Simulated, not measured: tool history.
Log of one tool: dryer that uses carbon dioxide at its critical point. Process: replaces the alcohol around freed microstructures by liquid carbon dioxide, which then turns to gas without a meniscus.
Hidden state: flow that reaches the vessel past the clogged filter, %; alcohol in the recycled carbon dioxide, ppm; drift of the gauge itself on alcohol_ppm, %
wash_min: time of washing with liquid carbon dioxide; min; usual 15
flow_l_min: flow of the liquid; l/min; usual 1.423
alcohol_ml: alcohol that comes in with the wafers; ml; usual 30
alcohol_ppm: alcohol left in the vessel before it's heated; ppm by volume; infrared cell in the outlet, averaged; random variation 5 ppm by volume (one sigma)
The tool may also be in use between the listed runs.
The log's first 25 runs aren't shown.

run,hour,wash_min,flow_l_min,alcohol_ml,hours of work since the filter was changed,hours of work since the purifier's bed was changed,alcohol_ppm
26,273.9,20,1.360,21,359,151,40
27,288.4,15,2.080,61,364,156,58
28,302.2,15,2.280,80,369,161,37
29,310.1,15,1.810,30,372,164,48
30,321.5,15,1.810,30,376,168,51
31,334.8,16,1.810,27,381,173,52
32,349.1,16,1.810,27,386,178,46
33,356.2,15,2.110,55,388,180,63
34,364.8,15,0.980,97,391,183,969
35,377.7,15,0.980,97,396,188,983
36,393.3,24,1.040,34,401,193,66
37,402.4,18,1.040,31,405,197,153
38,414.2,18,1.620,31,409,201,56
39,425.4,10,1.150,31,413,205,654

Forecast run 40:
40,431.9,22,1.920,68,415,207,?

Run 40 gave alcohol_ppm 43 ppm by volume.
Without the tool's hidden state the same run would have given alcohol_ppm 5 ppm by volume.

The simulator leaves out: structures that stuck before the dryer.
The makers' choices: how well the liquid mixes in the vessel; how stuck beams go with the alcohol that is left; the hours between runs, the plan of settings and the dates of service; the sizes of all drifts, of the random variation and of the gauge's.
